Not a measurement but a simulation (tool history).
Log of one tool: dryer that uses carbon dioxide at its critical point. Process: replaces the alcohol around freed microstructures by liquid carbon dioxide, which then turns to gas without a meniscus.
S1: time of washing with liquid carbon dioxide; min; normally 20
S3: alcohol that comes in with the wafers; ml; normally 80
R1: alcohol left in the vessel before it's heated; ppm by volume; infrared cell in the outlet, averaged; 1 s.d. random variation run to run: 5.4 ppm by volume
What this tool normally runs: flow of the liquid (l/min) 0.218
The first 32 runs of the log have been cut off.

{"run": 33, "hour": 227.8, "S1": 17, "flow of the liquid (l/min)": 0.218, "S3": 80, "R1": 590}
{"run": 34, "hour": 234.8, "S1": 27, "flow of the liquid (l/min)": 0.218, "S3": 80, "R1": 52}
{"run": 35, "hour": 243.7, "S1": 13, "flow of the liquid (l/min)": 0.218, "S3": 80, "R1": 2191}
{"run": 36, "hour": 251.3, "S1": 13, "flow of the liquid (l/min)": 0.218, "S3": 28, "R1": 771}
{"run": 37, "hour": 258.7, "S1": 13, "flow of the liquid (l/min)": 0.218, "S3": 28, "R1": 771}
{"run": 38, "hour": 267.6, "S1": 13, "flow of the liquid (l/min)": 0.218, "S3": 28, "R1": 781}
{"run": 39, "hour": 274.1, "S1": 18, "flow of the liquid (l/min)": 0.219, "S3": 28, "R1": 163}
{"run": 40, "hour": 279.9, "S1": 13, "flow of the liquid (l/min)": 0.307, "S3": 33, "R1": 166}
{"run": 41, "hour": 285.8, "S1": 13, "flow of the liquid (l/min)": 0.307, "S3": 33, "R1": 159}
{"run": 42, "hour": 292.2, "S1": 22, "flow of the liquid (l/min)": 0.205, "S3": 67, "R1": 183}
{"run": 43, "hour": 300.6, "S1": 20, "flow of the liquid (l/min)": 0.193, "S3": 80, "R1": 535}
{"run": 44, "hour": 306.6, "S1": 28, "flow of the liquid (l/min)": 0.193, "S3": 80, "R1": 80}
{"run": 45, "hour": 313.0, "S1": 12, "flow of the liquid (l/min)": 0.17, "S3": 57, "R1": 5587}
{"run": 46, "hour": 317.1, "S1": 21, "flow of the liquid (l/min)": 0.23, "S3": 57, "R1": 114}
{"run": 47, "hour": 324.7, "S1": 25, "flow of the liquid (l/min)": 0.346, "S3": 80, "R1": 28}

Forecast each of these 3 alternatives for the next run:
{"run": "A", "hour": 333.0, "S1": 14, "flow of the liquid (l/min)": 0.218, "S3": 40, "R1": "?"}
{"run": "B", "hour": 333.0, "S1": 25, "flow of the liquid (l/min)": 0.346, "S3": 25, "R1": "?"}
{"run": "C", "hour": 333.0, "S1": 29, "flow of the liquid (l/min)": 0.184, "S3": 80, "R1": "?"}

run=A R1=850
run=B R1=30
run=C R1=90
Without the tool's unlogged condition, the same runs would have read:
run=A R1=553
run=B R1=5
run=C R1=34

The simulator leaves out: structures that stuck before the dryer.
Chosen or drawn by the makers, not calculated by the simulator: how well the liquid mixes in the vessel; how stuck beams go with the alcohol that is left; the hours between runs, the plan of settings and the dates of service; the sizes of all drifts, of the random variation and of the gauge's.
